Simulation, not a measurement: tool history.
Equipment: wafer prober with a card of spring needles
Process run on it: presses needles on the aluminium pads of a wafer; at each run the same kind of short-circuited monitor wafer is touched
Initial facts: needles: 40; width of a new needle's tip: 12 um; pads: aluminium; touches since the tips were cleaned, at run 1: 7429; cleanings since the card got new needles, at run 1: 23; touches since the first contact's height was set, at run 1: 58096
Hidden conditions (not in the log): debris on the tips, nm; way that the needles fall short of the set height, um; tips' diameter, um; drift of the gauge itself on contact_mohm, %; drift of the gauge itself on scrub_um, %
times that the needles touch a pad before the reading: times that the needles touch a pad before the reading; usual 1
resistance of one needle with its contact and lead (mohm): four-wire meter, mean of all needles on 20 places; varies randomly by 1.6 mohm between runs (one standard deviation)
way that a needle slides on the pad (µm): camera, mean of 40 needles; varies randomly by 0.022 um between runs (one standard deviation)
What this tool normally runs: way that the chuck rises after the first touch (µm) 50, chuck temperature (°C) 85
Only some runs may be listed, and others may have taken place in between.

run,hour,way that the chuck rises after the first touch (µm),chuck temperature (°C),times that the needles touch a pad before the reading,touches since the tips were cleaned,cleanings since the card got new needles,touches since the first contact's height was set,resistance of one needle with its contact and lead (mohm),way that a needle slides on the pad (µm)
1,0.0,50,85,1,7429,23,58096,148,10.76
# hour 4.2: tips cleaned on abrasive film
# hour 20.7: tips cleaned on abrasive film
# hour 40.8: tips cleaned on abrasive film
2,55.4,50,85,2,7831,26,87753,149,10.80
# hour 59.6: tips cleaned on abrasive film
# hour 79.9: tips cleaned on abrasive film
# hour 96.3: tips cleaned on abrasive film
# hour 116.9: tips cleaned on abrasive film
# hour 137.0: tips cleaned on abrasive film
3,138.5,32,85,1,771,31,132202,154,6.91
# hour 154.9: tips cleaned on abrasive film
# hour 175.0: tips cleaned on abrasive film
4,179.1,32,85,1,2199,33,153986,156,6.88
# hour 195.6: tips cleaned on abrasive film
# hour 216.0: tips cleaned on abrasive film
# hour 228.2: height of the first contact set anew
5,228.2,38,85,1,6447,35,0,155,8.16
# hour 236.5: tips cleaned on abrasive film
# hour 256.3: tips cleaned on abrasive film
# hour 272.8: tips cleaned on abrasive film
# hour 293.3: tips cleaned on abrasive film
# hour 310.1: tips cleaned on abrasive film
6,310.1,38,85,1,0,40,43810,151,8.20
# hour 330.7: tips cleaned on abrasive film
# hour 351.0: tips cleaned on abrasive film
# hour 371.3: tips cleaned on abrasive film
7,371.3,38,38,1,0,43,76578,142,8.22
# hour 387.8: tips cleaned on abrasive film
# hour 407.5: tips cleaned on abrasive film
# hour 428.0: tips cleaned on abrasive film
8,436.5,38,38,1,4611,46,111538,146,8.20
# hour 444.8: tips cleaned on abrasive film
# hour 465.4: tips cleaned on abrasive film
9,481.7,38,38,1,8773,48,135731,144,8.22
# hour 485.9: tips cleaned on abrasive film
# hour 502.3: tips cleaned on abrasive film
# hour 522.4: tips cleaned on abrasive film
10,522.4,38,38,1,0,51,157464,145,8.21
# hour 542.5: tips cleaned on abrasive film
# hour 559.0: tips cleaned on abrasive film
# hour 563.4: height of the first contact set anew
# hour 579.9: tips cleaned on abrasive film
# hour 600.4: tips cleaned on abrasive film
11,605.3,38,38,1,2641,55,22467,146,8.22
# hour 617.7: tips cleaned on abrasive film
# hour 638.3: tips cleaned on abrasive film
# hour 658.5: tips cleaned on abrasive film
# hour 678.5: tips cleaned on abrasive film
12,690.9,50,76,1,6647,59,68302,147,10.82
# hour 695.2: tips cleaned on abrasive film
# hour 711.6: tips cleaned on abrasive film
# hour 728.1: tips cleaned on abrasive film
# hour 748.5: tips cleaned on abrasive film
13,753.7,50,76,2,2794,63,101893,148,10.87
# hour 766.1: tips cleaned on abrasive film
# hour 782.5: tips cleaned on abrasive film
14,791.9,50,76,2,5029,65,122344,147,10.86
# hour 799.7: tips cleaned on abrasive film
# hour 819.6: tips cleaned on abrasive film
# hour 839.8: tips cleaned on abrasive film
# hour 859.8: tips cleaned on abrasive film
15,867.5,30,30,2,4174,69,162844,147,6.51
# hour 879.9: tips cleaned on abrasive film
# hour 900.4: tips cleaned on abrasive film
# hour 900.7: height of the first contact set anew
# hour 920.9: tips cleaned on abrasive film
# hour 937.4: tips cleaned on abrasive film
16,939.5,30,30,2,1154,73,20764,147,6.52
# hour 956.0: tips cleaned on abrasive film
# hour 976.2: tips cleaned on abrasive film
# hour 994.3: tips cleaned on abrasive film
17,994.3,35,28,1,0,76,50115,144,7.58
# hour 1010.8: tips cleaned on abrasive film
# hour 1027.3: tips cleaned on abrasive film
# hour 1046.9: tips cleaned on abrasive film
18,1047.8,58,28,2,451,79,78716,141,12.58
# hour 1063.8: tips cleaned on abrasive film
# hour 1080.3: tips cleaned on abrasive film
# hour 1100.4: tips cleaned on abrasive film
19,1112.2,53,91,2,6332,82,113233,152,11.51

What does the tool deliver on the next run?
# hour 1120.5: tips cleaned on abrasive film
# hour 1140.9: tips cleaned on abrasive film
# hour 1160.8: tips cleaned on abrasive film
# hour 1181.4: tips cleaned on abrasive film
20,1189.9,60,33,2,4605,86,154868,?,?

resistance of one needle with its contact and lead (mohm): 139
way that a needle slides on the pad (µm): 13.08
With the hidden condition absent and the run-to-run variation left alone, this run would have shown resistance of one needle with its contact and lead (mohm) 139, way that a needle slides on the pad (µm) 12.95.
